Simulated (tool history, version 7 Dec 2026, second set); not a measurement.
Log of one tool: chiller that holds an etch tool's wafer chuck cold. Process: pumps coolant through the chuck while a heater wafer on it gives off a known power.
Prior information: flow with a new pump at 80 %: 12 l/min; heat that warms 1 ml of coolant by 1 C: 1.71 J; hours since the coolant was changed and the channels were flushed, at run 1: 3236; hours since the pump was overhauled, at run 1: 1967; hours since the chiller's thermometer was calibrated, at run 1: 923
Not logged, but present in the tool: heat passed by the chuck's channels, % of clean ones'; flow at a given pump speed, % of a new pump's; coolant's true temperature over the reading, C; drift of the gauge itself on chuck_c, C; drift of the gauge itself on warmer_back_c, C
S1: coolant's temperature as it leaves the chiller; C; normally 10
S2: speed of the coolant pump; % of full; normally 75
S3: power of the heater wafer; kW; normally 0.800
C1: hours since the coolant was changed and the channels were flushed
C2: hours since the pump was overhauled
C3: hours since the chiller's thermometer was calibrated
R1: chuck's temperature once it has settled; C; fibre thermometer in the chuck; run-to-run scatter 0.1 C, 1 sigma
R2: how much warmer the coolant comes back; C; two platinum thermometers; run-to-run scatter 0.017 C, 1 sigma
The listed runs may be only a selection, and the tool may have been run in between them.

run,hour,S1,S2,S3,C1,C2,C3,R1,R2
1,0.0,10,75,0.800,3236,1967,923,15.9,2.47
2,109.7,10,75,0.405,3346,2076,1033,12.9,1.24
3,294.9,10,75,1.173,3531,2262,1218,19.1,3.65
4,441.0,10,89,1.173,3677,2408,1364,17.6,3.11
5,606.0,10,69,0.800,3842,2573,1529,16.6,2.73
6,739.2,10,72,0.800,3976,2706,1662,16.1,2.64
7,881.7,10,72,0.800,4118,2848,1805,16.2,2.64
8,1053.7,10,75,0.800,4290,3020,1977,16.0,2.51
# hour 1134.4: coolant changed, channels flushed
9,1159.0,4,75,0.800,25,3120,2076,10.0,2.56
10,1370.3,4,75,0.800,236,3331,2287,10.2,2.55
11,1584.0,4,75,0.800,450,3545,2501,9.9,2.56
12,1797.5,4,75,0.800,663,3758,2714,10.2,2.58
13,1918.7,2,75,0.800,784,3879,2836,8.0,2.60
14,2090.3,2,75,0.800,956,4051,3007,8.2,2.61
15,2260.4,10,75,0.800,1126,4221,3177,16.0,2.58
16,2428.6,10,83,0.800,1294,4389,3346,15.9,2.36
17,2560.0,3,60,0.683,1426,4521,3477,9.2,2.77
18,2775.9,12,79,0.710,1641,4737,3693,17.1,2.25
19,2975.4,17,73,0.864,1841,4936,3892,23.4,2.89
# hour 3009.9: coolant pump overhauled
20,3191.3,17,73,0.632,2052,181,4103,21.9,2.18
21,3386.0,17,73,0.632,2247,376,4298,21.8,2.19

Run 22 has not been measured yet. What should we expect?
22,3487.8,10,75,0.619,2348,478,4400,?,?

R1: 14.7 C
R2: 2.06 C
Had the tool carried no hidden state, the very same run would have given R1 14.7 C, R2 1.89 C.

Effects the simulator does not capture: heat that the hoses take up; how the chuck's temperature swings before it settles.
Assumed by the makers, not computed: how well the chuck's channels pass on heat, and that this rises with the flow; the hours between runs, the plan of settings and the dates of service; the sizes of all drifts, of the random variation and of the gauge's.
